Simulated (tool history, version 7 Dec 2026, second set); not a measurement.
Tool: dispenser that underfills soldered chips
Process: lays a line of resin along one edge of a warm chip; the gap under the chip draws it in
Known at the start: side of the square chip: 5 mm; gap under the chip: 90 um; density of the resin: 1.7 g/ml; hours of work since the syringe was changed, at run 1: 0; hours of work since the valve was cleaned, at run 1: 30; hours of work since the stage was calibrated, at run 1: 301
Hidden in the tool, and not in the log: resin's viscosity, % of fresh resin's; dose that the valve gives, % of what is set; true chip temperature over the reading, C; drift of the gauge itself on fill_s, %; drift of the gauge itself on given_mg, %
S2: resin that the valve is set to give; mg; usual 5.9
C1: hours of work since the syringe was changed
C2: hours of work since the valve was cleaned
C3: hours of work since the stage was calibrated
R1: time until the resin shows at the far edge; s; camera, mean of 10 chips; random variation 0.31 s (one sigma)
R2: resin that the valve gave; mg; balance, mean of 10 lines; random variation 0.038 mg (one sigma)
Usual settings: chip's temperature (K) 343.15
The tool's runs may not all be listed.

run 1 day=0 | chip's_temperature_(K)=343.15 S2=5.9 | C1=0 C2=30 C3=301 | R1=6.1 R2=5.78
-- day=0.388 new syringe of resin
run 2 day=0.5 | chip's_temperature_(K)=343.15 S2=5.9 | C1=2 C2=39 C3=310 | R1=6.7 R2=5.71
-- day=0.758 new syringe of resin
run 3 day=0.779 | chip's_temperature_(K)=333.15 S2=5.9 | C1=0 C2=44 C3=315 | R1=11 R2=5.73
run 4 day=1.079 | chip's_temperature_(K)=343.15 S2=5.9 | C1=6 C2=50 C3=321 | R1=7.9 R2=5.69
-- day=1.167 new syringe of resin
-- day=1.554 new syringe of resin
run 5 day=1.638 | chip's_temperature_(K)=343.15 S2=5.9 | C1=2 C2=60 C3=331 | R1=7.2 R2=5.63
run 6 day=1.888 | chip's_temperature_(K)=343.15 S2=5.9 | C1=6 C2=65 C3=336 | R1=8.1 R2=5.62
-- day=1.929 new syringe of resin
-- day=2.317 new syringe of resin
run 7 day=2.462 | chip's_temperature_(K)=343.15 S2=5.9 | C1=3 C2=76 C3=347 | R1=7.1 R2=5.5
-- day=2.704 new syringe of resin
run 8 day=3.004 | chip's_temperature_(K)=331.15 S2=5.9 | C1=6 C2=86 C3=357 | R1=16.2 R2=5.51
-- day=3.096 new syringe of resin
-- day=3.358 dispensing valve cleaned and set on the balance
run 9 day=3.371 | chip's_temperature_(K)=331.15 S2=5.9 | C1=4 C2=0 C3=363 | R1=14.2 R2=5.94
-- day=3.533 new syringe of resin
run 10 day=3.738 | chip's_temperature_(K)=331.15 S2=5.9 | C1=4 C2=7 C3=370 | R1=14.3 R2=5.83
-- day=3.933 new syringe of resin
run 11 day=4.088 | chip's_temperature_(K)=331.15 S2=5.7 | C1=3 C2=13 C3=376 | R1=13.7 R2=5.58
-- day=4.329 new syringe of resin
run 12 day=4.342 | chip's_temperature_(K)=331.15 S2=5.7 | C1=0 C2=18 C3=381 | R1=11.8 R2=5.63
-- day=4.712 new syringe of resin
run 13 day=4.788 | chip's_temperature_(K)=345.15 S2=5.34 | C1=2 C2=26 C3=389 | R1=5.7 R2=5.3
-- day=5.092 new syringe of resin
run 14 day=5.188 | chip's_temperature_(K)=336.15 S2=5.6 | C1=2 C2=34 C3=397 | R1=10 R2=5.48
-- day=5.5 new syringe of resin
run 15 day=5.638 | chip's_temperature_(K)=339.15 S2=6.58 | C1=3 C2=42 C3=405 | R1=8.9 R2=6.31
-- day=5.883 new syringe of resin
run 16 day=5.908 | chip's_temperature_(K)=338.15 S2=5.35 | C1=0 C2=47 C3=410 | R1=8.3 R2=5.14
-- day=6.258 new syringe of resin
run 17 day=6.275 | chip's_temperature_(K)=338.15 S2=5.35 | C1=0 C2=54 C3=417 | R1=8.8 R2=5.1
-- day=6.646 new syringe of resin
run 18 day=6.804 | chip's_temperature_(K)=338.15 S2=5.35 | C1=3 C2=64 C3=427 | R1=9.4 R2=5.05
-- day=7.054 new syringe of resin
run 19 day=7.292 | chip's_temperature_(K)=348.15 S2=6.22 | C1=5 C2=73 C3=436 | R1=5.9 R2=5.85
-- day=7.446 new syringe of resin
-- day=7.833 new syringe of resin
run 20 day=7.833 | chip's_temperature_(K)=328.15 S2=5.9 | C1=0 C2=83 C3=446 | R1=14.7 R2=5.47
-- day=8.25 new syringe of resin
run 21 day=8.267 | chip's_temperature_(K)=340.15 S2=5.14 | C1=0 C2=91 C3=454 | R1=7.7 R2=4.71
-- day=8.329 dispensing valve cleaned and set on the balance
-- day=8.692 new syringe of resin
run 22 day=8.712 | chip's_temperature_(K)=332.15 S2=5.81 | C1=0 C2=7 C3=461 | R1=12.3 R2=5.73

Forecast each of these 4 alternatives for the next run:
-- day=9.096 new syringe of resin
run A day=9.15 | chip's_temperature_(K)=341.15 S2=6.73 | C1=1 C2=15 C3=469 | R1=? R2=?
-- day=9.096 new syringe of resin
run B day=9.15 | chip's_temperature_(K)=346.15 S2=5.99 | C1=1 C2=15 C3=469 | R1=? R2=?
-- day=9.096 new syringe of resin
run C day=9.15 | chip's_temperature_(K)=332.15 S2=6.43 | C1=1 C2=15 C3=469 | R1=? R2=?
-- day=9.096 new syringe of resin
run D day=9.15 | chip's_temperature_(K)=350.15 S2=5.9 | C1=1 C2=15 C3=469 | R1=? R2=?

run=A R1=7.6 R2=6.6
run=B R1=5.7 R2=5.92
run=C R1=11.7 R2=6.36
run=D R1=4.2 R2=5.79
Without the tool's hidden state the same runs would have given:
run=A R1=6.7 R2=6.69
run=B R1=5 R2=6
run=C R1=10.2 R2=6.44
run=D R1=3.7 R2=5.86
